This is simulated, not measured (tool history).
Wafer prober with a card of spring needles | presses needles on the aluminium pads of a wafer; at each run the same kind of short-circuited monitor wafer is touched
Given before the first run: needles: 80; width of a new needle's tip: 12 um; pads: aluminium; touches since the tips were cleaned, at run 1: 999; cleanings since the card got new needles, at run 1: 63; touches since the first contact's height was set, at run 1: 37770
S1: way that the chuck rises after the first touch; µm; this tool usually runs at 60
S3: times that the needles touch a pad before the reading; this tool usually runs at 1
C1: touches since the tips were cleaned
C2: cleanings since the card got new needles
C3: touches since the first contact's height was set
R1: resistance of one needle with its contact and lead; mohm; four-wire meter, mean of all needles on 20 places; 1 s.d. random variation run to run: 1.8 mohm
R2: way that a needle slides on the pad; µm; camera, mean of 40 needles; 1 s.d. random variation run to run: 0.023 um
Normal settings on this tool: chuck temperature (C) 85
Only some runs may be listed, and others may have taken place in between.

run 1 hour=0 | S1=60 chuck_temperature_(C)=85 S3=1 | C1=999 C2=63 C3=37770 | R1=193 R2=14.16
-- hour=10 tips cleaned on abrasive film
-- hour=20.6 tips cleaned on abrasive film
run 2 hour=26.8 | S1=72 chuck_temperature_(C)=85 S3=1 | C1=2620 C2=65 C3=48924 | R1=187 R2=16.96
-- hour=31.8 tips cleaned on abrasive film
-- hour=43.4 tips cleaned on abrasive film
run 3 hour=53.4 | S1=60 chuck_temperature_(C)=85 S3=1 | C1=4175 C2=67 C3=59969 | R1=193 R2=14.22
-- hour=55.2 tips cleaned on abrasive film
-- hour=66.5 tips cleaned on abrasive film
-- hour=77.5 tips cleaned on abrasive film
run 4 hour=84.7 | S1=60 chuck_temperature_(C)=63 S3=1 | C1=2976 C2=70 C3=72944 | R1=187 R2=14.13
-- hour=88.8 tips cleaned on abrasive film
-- hour=100.7 tips cleaned on abrasive film
run 5 hour=108.9 | S1=60 chuck_temperature_(C)=63 S3=1 | C1=3424 C2=72 C3=83001 | R1=187 R2=14.14
-- hour=111.5 tips cleaned on abrasive film
-- hour=123.4 tips cleaned on abrasive film
-- hour=135.1 tips cleaned on abrasive film
-- hour=145.5 tips cleaned on abrasive film
run 6 hour=149 | S1=60 chuck_temperature_(C)=63 S3=1 | C1=1493 C2=76 C3=99665 | R1=185 R2=14.17
-- hour=155.7 tips cleaned on abrasive film
-- hour=166.1 tips cleaned on abrasive film
run 7 hour=170.8 | S1=60 chuck_temperature_(C)=63 S3=1 | C1=1982 C2=78 C3=108707 | R1=187 R2=14.14
-- hour=178.4 tips cleaned on abrasive film
-- hour=188.8 tips cleaned on abrasive film
run 8 hour=194.2 | S1=60 chuck_temperature_(C)=63 S3=1 | C1=2251 C2=80 C3=118423 | R1=187 R2=14.14
-- hour=200.7 tips cleaned on abrasive film
-- hour=212.5 tips cleaned on abrasive film
-- hour=224.2 tips cleaned on abrasive film
run 9 hour=227.9 | S1=60 chuck_temperature_(C)=85 S3=1 | C1=1547 C2=83 C3=132433 | R1=192 R2=14.12
-- hour=235.6 tips cleaned on abrasive film
-- hour=238.4 height of the first contact set anew
-- hour=247.4 tips cleaned on abrasive film
-- hour=259.3 tips cleaned on abrasive film
run 10 hour=261.5 | S1=60 chuck_temperature_(C)=85 S3=1 | C1=910 C2=86 C3=9610 | R1=190 R2=14.15
-- hour=271.6 tips cleaned on abrasive film
-- hour=281.8 tips cleaned on abrasive film
-- hour=293.7 tips cleaned on abrasive film
run 11 hour=301.4 | S1=60 chuck_temperature_(C)=85 S3=1 | C1=3233 C2=89 C3=26219 | R1=191 R2=14.21
-- hour=304.1 tips cleaned on abrasive film
-- hour=316.1 tips cleaned on abrasive film
-- hour=326.9 tips cleaned on abrasive film
-- hour=338.4 tips cleaned on abrasive film
run 12 hour=340.1 | S1=60 chuck_temperature_(C)=85 S3=1 | C1=708 C2=93 C3=42232 | R1=189 R2=14.12
-- hour=350.2 tips cleaned on abrasive film
-- hour=362.4 tips cleaned on abrasive film
run 13 hour=367.8 | S1=50 chuck_temperature_(C)=35 S3=2 | C1=2254 C2=95 C3=53755 | R1=186 R2=11.8
-- hour=374.7 tips cleaned on abrasive film
-- hour=385.7 tips cleaned on abrasive film
run 14 hour=392.7 | S1=60 chuck_temperature_(C)=54 S3=1 | C1=2937 C2=97 C3=64129 | R1=185 R2=14.13
-- hour=397.8 tips cleaned on abrasive film
-- hour=409.3 tips cleaned on abrasive film
run 15 hour=418.9 | S1=47 chuck_temperature_(C)=74 S3=1 | C1=4017 C2=99 C3=75007 | R1=196 R2=11.09
-- hour=420.8 tips cleaned on abrasive film
-- hour=432.7 tips cleaned on abrasive film
run 16 hour=441.3 | S1=43 chuck_temperature_(C)=89 S3=3 | C1=3610 C2=101 C3=84324 | R1=199 R2=10.13
-- hour=443.9 tips cleaned on abrasive film
-- hour=455 tips cleaned on abrasive film
-- hour=466 tips cleaned on abrasive film
run 17 hour=466 | S1=43 chuck_temperature_(C)=89 S3=3 | C1=0 C2=104 C3=94533 | R1=200 R2=10.17
-- hour=476.9 tips cleaned on abrasive film
-- hour=487.4 tips cleaned on abrasive film
-- hour=498.5 tips cleaned on abrasive film
run 18 hour=498.5 | S1=43 chuck_temperature_(C)=89 S3=3 | C1=0 C2=107 C3=108027 | R1=199 R2=10.16
-- hour=510.1 tips cleaned on abrasive film
-- hour=521.6 tips cleaned on abrasive film
-- hour=533 tips cleaned on abrasive film
run 19 hour=538.9 | S1=49 chuck_temperature_(C)=31 S3=1 | C1=2502 C2=110 C3=124844 | R1=185 R2=11.53
-- hour=543.9 tips cleaned on abrasive film
-- hour=555.9 tips cleaned on abrasive film
-- hour=566 height of the first contact set anew
-- hour=568.6 tips cleaned on abrasive film
run 20 hour=572.3 | S1=60 chuck_temperature_(C)=67 S3=1 | C1=1562 C2=113 C3=2612 | R1=190 R2=14.15
-- hour=579.6 tips cleaned on abrasive film
-- hour=592.1 tips cleaned on abrasive film
-- hour=603.6 tips cleaned on abrasive film
run 21 hour=604.2 | S1=52 chuck_temperature_(C)=80 S3=1 | C1=274 C2=116 C3=15841 | R1=194 R2=12.29

How the hidden state differs across the entries between the runs, from the last listed run before each to the first after it:
Logged between run 1 and run 2: tips cleaned on abrasive film (hour 10); tips cleaned on abrasive film (hour 20.6)
  debris on the tips, nm: 0.3 -> 0.7
Logged between run 2 and run 3: tips cleaned on abrasive film (hour 31.8); tips cleaned on abrasive film (hour 43.4)
  debris on the tips, nm: 0.7 -> 0.9; way that the needles fall short of the set height, um: 0 -> 0.01
Logged between run 3 and run 4: tips cleaned on abrasive film (hour 55.2); tips cleaned on abrasive film (hour 66.5); tips cleaned on abrasive film (hour 77.5)
  debris on the tips, nm: 0.9 -> 0.7
Logged between run 4 and run 5: tips cleaned on abrasive film (hour 88.8); tips cleaned on abrasive film (hour 100.7)
  debris on the tips, nm: 0.7 -> 0.8
Logged between run 5 and run 6: tips cleaned on abrasive film (hour 111.5); tips cleaned on abrasive film (hour 123.4); tips cleaned on abrasive film (hour 135.1); tips cleaned on abrasive film (hour 145.5)
  debris on the tips, nm: 0.8 -> 0.4
Logged between run 6 and run 7: tips cleaned on abrasive film (hour 155.7); tips cleaned on abrasive film (hour 166.1)
  debris on the tips, nm: 0.4 -> 0.6
Logged between run 7 and run 8: tips cleaned on abrasive film (hour 178.4); tips cleaned on abrasive film (hour 188.8)
  nothing in the hidden state changes from one run to the other
Logged between run 8 and run 9: tips cleaned on abrasive film (hour 200.7); tips cleaned on abrasive film (hour 212.5); tips cleaned on abrasive film (hour 224.2)
  debris on the tips, nm: 0.6 -> 0.5; tips' diameter, um: 12.01 -> 12.02
Logged between run 9 and run 10: tips cleaned on abrasive film (hour 235.6); height of the first contact set anew (hour 238.4); tips cleaned on abrasive film (hour 247.4); tips cleaned on abrasive film (hour 259.3)
  debris on the tips, nm: 0.5 -> 0.3; way that the needles fall short of the set height, um: 0.01 -> 0
Logged between run 10 and run 11: tips cleaned on abrasive film (hour 271.6); tips cleaned on abrasive film (hour 281.8); tips cleaned on abrasive film (hour 293.7)
  debris on the tips, nm: 0.3 -> 0.7
Logged between run 11 and run 12: tips cleaned on abrasive film (hour 304.1); tips cleaned on abrasive film (hour 316.1); tips cleaned on abrasive film (hour 326.9); tips cleaned on abrasive film (hour 338.4)
  debris on the tips, nm: 0.7 -> 0.3
Logged between run 12 and run 13: tips cleaned on abrasive film (hour 350.2); tips cleaned on abrasive film (hour 362.4)
  debris on the tips, nm: 0.3 -> 0.6; way that the needles fall short of the set height, um: 0 -> 0.01
Logged between run 13 and run 14: tips cleaned on abrasive film (hour 374.7); tips cleaned on abrasive film (hour 385.7)
  debris on the tips, nm: 0.6 -> 0.8
Logged between run 14 and run 15: tips cleaned on abrasive film (hour 397.8); tips cleaned on abrasive film (hour 409.3)
  nothing in the hidden state changes from one run to the other
Logged between run 15 and run 16: tips cleaned on abrasive film (hour 420.8); tips cleaned on abrasive film (hour 432.7)
  nothing in the hidden state changes from one run to the other
Logged between run 16 and run 17: tips cleaned on abrasive film (hour 443.9); tips cleaned on abrasive film (hour 455); tips cleaned on abrasive film (hour 466)
  debris on the tips, nm: 0.8 -> 0.1
Logged between run 17 and run 18: tips cleaned on abrasive film (hour 476.9); tips cleaned on abrasive film (hour 487.4); tips cleaned on abrasive film (hour 498.5)
  nothing in the hidden state changes from one run to the other
Logged between run 18 and run 19: tips cleaned on abrasive film (hour 510.1); tips cleaned on abrasive film (hour 521.6); tips cleaned on abrasive film (hour 533)
  debris on the tips, nm: 0.1 -> 0.6
Logged between run 19 and run 20: tips cleaned on abrasive film (hour 543.9); tips cleaned on abrasive film (hour 555.9); height of the first contact set anew (hour 566); tips cleaned on abrasive film (hour 568.6)
  debris on the tips, nm: 0.6 -> 0.4; way that the needles fall short of the set height, um: 0.01 -> 0
Logged between run 20 and run 21: tips cleaned on abrasive film (hour 579.6); tips cleaned on abrasive film (hour 592.1); tips cleaned on abrasive film (hour 603.6)
  debris on the tips, nm: 0.4 -> 0.2
